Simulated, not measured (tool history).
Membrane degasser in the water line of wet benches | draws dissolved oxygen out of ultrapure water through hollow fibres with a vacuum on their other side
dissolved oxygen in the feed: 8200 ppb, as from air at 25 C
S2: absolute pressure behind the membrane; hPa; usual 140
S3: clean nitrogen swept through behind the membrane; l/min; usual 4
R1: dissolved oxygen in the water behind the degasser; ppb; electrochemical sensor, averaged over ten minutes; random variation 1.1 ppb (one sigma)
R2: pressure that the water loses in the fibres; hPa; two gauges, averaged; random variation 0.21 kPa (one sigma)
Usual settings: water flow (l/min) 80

run 1 day=0 | water_flow_(l/min)=80 S2=140 S3=4 | R1=460.8 R2=488.9
run 2 day=2.15 | water_flow_(l/min)=80 S2=140 S3=4.16 | R1=445.1 R2=489.8
run 3 day=4 | water_flow_(l/min)=60 S2=140 S3=4 | R1=357.6 R2=366.8
run 4 day=6.512 | water_flow_(l/min)=80 S2=140 S3=4 | R1=458.7 R2=489.4
run 5 day=8.762 | water_flow_(l/min)=83 S2=140 S3=4 | R1=475.5 R2=506.2
run 6 day=10.558 | water_flow_(l/min)=80 S2=139 S3=4 | R1=457.3 R2=487.9
run 7 day=12.3 | water_flow_(l/min)=80 S2=139 S3=4 | R1=457.4 R2=493.1
run 8 day=14.821 | water_flow_(l/min)=80 S2=139 S3=4 | R1=454.5 R2=490.5
run 9 day=16.796 | water_flow_(l/min)=80 S2=87 S3=4 | R1=240.9 R2=486.2
run 10 day=19.575 | water_flow_(l/min)=64 S2=140 S3=1.92 | R1=695.8 R2=392.9
run 11 day=22.642 | water_flow_(l/min)=65 S2=160 S3=5.29 | R1=352.8 R2=400
run 12 day=24.358 | water_flow_(l/min)=65 S2=160 S3=5.29 | R1=352.2 R2=396.3
run 13 day=26.646 | water_flow_(l/min)=61 S2=205 S3=2.85 | R1=752.9 R2=373.7
run 14 day=29.283 | water_flow_(l/min)=61 S2=205 S3=2.85 | R1=751.9 R2=377.2
run 15 day=30.812 | water_flow_(l/min)=64 S2=140 S3=4 | R1=377.6 R2=392
run 16 day=33.225 | water_flow_(l/min)=102 S2=109 S3=5.43 | R1=323.8 R2=628.6
run 17 day=35.575 | water_flow_(l/min)=102 S2=109 S3=5.43 | R1=323.3 R2=623.4

Not shown: 2 entries that the log had between the listed runs. Between which runs, and how does the tool's hidden state differ before and after?
Between runs 1 and 2: vacuum gauge calibrated (day 1.662)
  no hidden state differs between the two runs
Between runs 11 and 12: seals of the vacuum lines changed (day 23.346)
  air that leaks in behind the membrane, l/min: 0.0025 -> 0.002

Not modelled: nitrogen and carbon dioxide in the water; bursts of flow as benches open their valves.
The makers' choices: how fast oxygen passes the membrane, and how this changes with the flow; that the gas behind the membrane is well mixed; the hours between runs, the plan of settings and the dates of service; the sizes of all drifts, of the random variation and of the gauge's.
